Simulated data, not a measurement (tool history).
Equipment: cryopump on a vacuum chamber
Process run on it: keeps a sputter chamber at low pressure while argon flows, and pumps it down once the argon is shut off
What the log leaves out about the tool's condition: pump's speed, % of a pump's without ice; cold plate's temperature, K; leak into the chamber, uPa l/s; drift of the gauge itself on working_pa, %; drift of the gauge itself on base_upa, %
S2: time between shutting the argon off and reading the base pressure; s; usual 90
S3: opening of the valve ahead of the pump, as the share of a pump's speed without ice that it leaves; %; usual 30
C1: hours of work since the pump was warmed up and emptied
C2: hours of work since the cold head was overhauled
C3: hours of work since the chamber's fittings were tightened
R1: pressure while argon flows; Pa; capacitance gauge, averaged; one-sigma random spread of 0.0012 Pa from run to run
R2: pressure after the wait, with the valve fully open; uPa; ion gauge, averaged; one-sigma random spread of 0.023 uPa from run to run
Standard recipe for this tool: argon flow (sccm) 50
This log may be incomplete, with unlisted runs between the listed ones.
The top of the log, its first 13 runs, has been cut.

Run 14, day 39.379: usual settings but S3 25 %; C1 528; C2 528; C3 601. Result: R1 0.3478 Pa, R2 2.55 uPa.
Run 15, day 42.325: usual settings but argon flow (sccm) 36; C1 561; C2 561; C3 634. Result: R1 0.2103 Pa, R2 2.62 uPa.
Run 16, day 45.458: usual settings but argon flow (sccm) 36; C1 596; C2 596; C3 669. Result: R1 0.2123 Pa, R2 2.86 uPa.
Run 17, day 48.496: usual settings but argon flow (sccm) 36; C1 630; C2 630; C3 703. Result: R1 0.2121 Pa, R2 2.89 uPa.
Run 18, day 50.275: usual settings but argon flow (sccm) 76, S2 143 s, S3 45 %; C1 650; C2 650; C3 723. Result: R1 0.3006 Pa, R2 2.83 uPa.
Run 19, day 52.292: usual settings but argon flow (sccm) 73, S2 36 s, S3 57 %; C1 673; C2 673; C3 745. Result: R1 0.2338 Pa, R2 3.64 uPa.
Run 20, day 54.762: usual settings but argon flow (sccm) 51, S2 71 s, S3 57 %; C1 700; C2 700; C3 773. Result: R1 0.1637 Pa, R2 3.25 uPa.
Run 21, day 58.692: usual settings but argon flow (sccm) 57, S2 39 s, S3 22 %; C1 744; C2 744; C3 817. Result: R1 0.4573 Pa, R2 3.92 uPa.
Run 22, day 60.958: usual settings but argon flow (sccm) 28, S2 111 s, S3 15 %; C1 770; C2 770; C3 842. Result: R1 0.3229 Pa, R2 3.32 uPa.
Run 23, day 64.042: usual settings but argon flow (sccm) 28, S2 65 s, S3 15 %; C1 804; C2 804; C3 877. Result: R1 0.3255 Pa, R2 3.73 uPa.
Run 24, day 66.996: usual settings but argon flow (sccm) 60, S2 65 s, S3 27 %; C1 837; C2 837; C3 910. Result: R1 0.3919 Pa, R2 3.82 uPa.
Run 25, day 70.688: usual settings but argon flow (sccm) 22, S2 105 s, S3 53 %; C1 879; C2 879; C3 951. Result: R1 0.0771 Pa, R2 3.71 uPa.
Run 26, day 72.996: usual settings but argon flow (sccm) 68, S2 27 s, S3 53 %; C1 904; C2 904; C3 977. Result: R1 0.2381 Pa, R2 4.85 uPa.
Run 27, day 75.675: usual settings but argon flow (sccm) 68, S2 27 s, S3 53 %; C1 934; C2 934; C3 1007. Result: R1 0.2385 Pa, R2 4.92 uPa.
Run 28, day 78.417: usual settings but argon flow (sccm) 68, S2 27 s, S3 17 %; C1 965; C2 965; C3 1038. Result: R1 0.7005 Pa, R2 5.07 uPa.
Run 29, day 81.512: usual settings but argon flow (sccm) 29, S2 44 s, S3 38 %; C1 1000; C2 1000; C3 1072. Result: R1 0.1383 Pa, R2 4.74 uPa.
At day 84.942: leaking fittings of the chamber tightened, without venting.
Run 30, day 85.596: usual settings but argon flow (sccm) 41, S2 44 s, S3 38 %; C1 1044; C2 1044; C3 7. Result: R1 0.1982 Pa, R2 1.35 uPa.
Run 31, day 88.933: usual settings but argon flow (sccm) 41, S2 44 s, S3 38 %; C1 1082; C2 1082; C3 45. Result: R1 0.1996 Pa, R2 1.43 uPa.
At day 90.558: pump warmed up, emptied and cooled again.
Run 32, day 91.362: usual settings but S3 47 %; C1 9; C2 1106; C3 69. Result: R1 0.1827 Pa, R2 0.97 uPa.
Run 33, day 94.550: usual settings but S3 47 %; C1 45; C2 1142; C3 105. Result: R1 0.1841 Pa, R2 1.06 uPa.

Run 34, settings as shown, results not yet in. Your forecast:
Run 34, day 96.279: usual settings but S3 47 %; C1 64; C2 1161; C3 124. Result: R1 ?, R2 ?.

Run 34 gave R1 0.1834 Pa, R2 1.10 uPa.
With the hidden condition absent and the run-to-run variation left alone, this run would have shown R1 0.1809 Pa, R2 0.71 uPa.
